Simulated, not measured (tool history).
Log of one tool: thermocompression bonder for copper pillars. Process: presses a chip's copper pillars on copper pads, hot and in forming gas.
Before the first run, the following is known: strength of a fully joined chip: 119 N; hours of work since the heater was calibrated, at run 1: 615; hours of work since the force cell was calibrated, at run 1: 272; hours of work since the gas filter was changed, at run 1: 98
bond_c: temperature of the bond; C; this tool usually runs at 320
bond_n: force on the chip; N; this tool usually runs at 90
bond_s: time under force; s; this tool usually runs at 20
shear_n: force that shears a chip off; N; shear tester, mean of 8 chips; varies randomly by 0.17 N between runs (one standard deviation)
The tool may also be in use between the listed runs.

run,hour,bond_c,bond_n,bond_s,hours of work since the heater was calibrated,hours of work since the force cell was calibrated,hours of work since the gas filter was changed,shear_n
1,0,320,90,20,615,272,98,61.2
2,11.6,320,90,20,624,280,107,61.2
# hour 13.9: forming gas filter changed
3,20,320,90,20,630,286,5,61.4
4,27.9,320,90,55,636,292,10,83.3
5,37.2,320,90,55,642,299,17,83.6
6,47.3,320,90,20,650,306,25,61.6
7,56.5,320,90,20,657,313,31,61.5
8,64.4,320,90,19,662,319,37,60.7
9,69.9,320,90,19,666,323,41,60.7
10,75,320,90,19,670,326,45,60.9
11,87,320,90,19,679,335,54,60.9
12,93.1,320,90,19,684,340,58,61.1
13,104.4,320,90,25,692,348,67,67.2
14,114.9,320,90,25,700,356,74,67
15,121.9,320,90,20,705,361,79,62.6
16,132.8,320,90,20,713,369,88,62.5
17,138.8,331,67,27,717,373,92,60.5
18,144.8,321,126,56,722,378,96,100.4
19,150.5,345,102,15,726,382,101,74
# hour 161.6: forming gas filter changed
20,162,332,55,27,734,390,0,52.5
21,167.3,348,90,31,738,394,4,86.1
22,176.2,330,125,31,744,401,11,92.3
# hour 179.4: gauge calibrated
23,187.7,322,115,13,753,409,19,64
24,193.3,322,115,13,757,413,23,64
25,204.5,322,115,13,765,421,32,64.4
26,214.1,318,115,13,772,429,39,62.8
27,219.4,338,110,10,776,432,43,64.4
28,226.5,338,110,10,781,438,48,64.5
29,237.5,325,66,25,789,446,56,55.1

Results per run with the tool's hidden condition removed, run-to-run variation unchanged:
The hidden state here: true temperature of the bond over the reading, C; force that reaches the chip, % of what is set; oxide that the forming gas leaves, % of the face; drift of the gauge itself on shear_n, %.
run,shear_n
1,61.2
2,61.1
3,61.2
4,82.8
5,83.1
6,61.1
7,60.9
8,60
9,60
10,60.1
11,60
12,60.1
13,66.1
14,65.8
15,61.4
16,61.2
17,59.1
18,98.1
19,72.2
20,51.1
21,83.8
22,89.7
23,63.8
24,63.8
25,64.1
26,62.4
27,63.9
28,63.9
29,54.5
